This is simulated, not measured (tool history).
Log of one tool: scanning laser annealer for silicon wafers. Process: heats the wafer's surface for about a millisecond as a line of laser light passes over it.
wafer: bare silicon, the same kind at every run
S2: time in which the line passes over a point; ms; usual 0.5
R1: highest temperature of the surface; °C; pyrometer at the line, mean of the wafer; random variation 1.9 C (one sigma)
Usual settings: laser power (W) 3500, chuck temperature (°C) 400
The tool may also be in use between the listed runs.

Run 1, hour 0: usual settings. Result: R1 1135 °C.
Run 2, hour 36.7: usual settings. Result: R1 1131 °C.
Run 3, hour 65.1: usual settings but laser power (W) 3151. Result: R1 1050 °C.
Run 4, hour 87.4: usual settings but laser power (W) 3151. Result: R1 1049 °C.
Run 5, hour 126: usual settings but laser power (W) 3151. Result: R1 1050 °C.
Run 6, hour 149.3: usual settings but laser power (W) 3151. Result: R1 1048 °C.
Run 7, hour 176.3: usual settings. Result: R1 1131 °C.
Run 8, hour 220: usual settings. Result: R1 1129 °C.
Run 9, hour 240.2: usual settings. Result: R1 1127 °C.
Run 10, hour 285: usual settings. Result: R1 1125 °C.
Run 11, hour 309.6: usual settings. Result: R1 1125 °C.
Run 12, hour 347: usual settings. Result: R1 1125 °C.
Run 13, hour 389.7: usual settings. Result: R1 1122 °C.
Run 14, hour 416.6: usual settings. Result: R1 1121 °C.
Run 15, hour 440.5: usual settings. Result: R1 1122 °C.
Run 16, hour 459.8: usual settings. Result: R1 1116 °C.
At hour 478.1: window over the wafer cleaned.
Run 17, hour 496.5: usual settings. Result: R1 1144 °C.
Run 18, hour 535.4: usual settings but laser power (W) 3355. Result: R1 1105 °C.
Run 19, hour 556.7: usual settings but laser power (W) 3415, S2 0.527 ms. Result: R1 1145 °C.
Run 20, hour 580.9: usual settings but S2 0.558 ms, chuck temperature (°C) 367. Result: R1 1156 °C.

The next listed run, before its measurement:
Run 21, hour 621.5: usual settings but S2 0.558 ms, chuck temperature (°C) 367. Result: R1 ?.

Run 21 gave R1 1156 °C.
Without the tool's hidden state the same run would have given R1 1161 °C.

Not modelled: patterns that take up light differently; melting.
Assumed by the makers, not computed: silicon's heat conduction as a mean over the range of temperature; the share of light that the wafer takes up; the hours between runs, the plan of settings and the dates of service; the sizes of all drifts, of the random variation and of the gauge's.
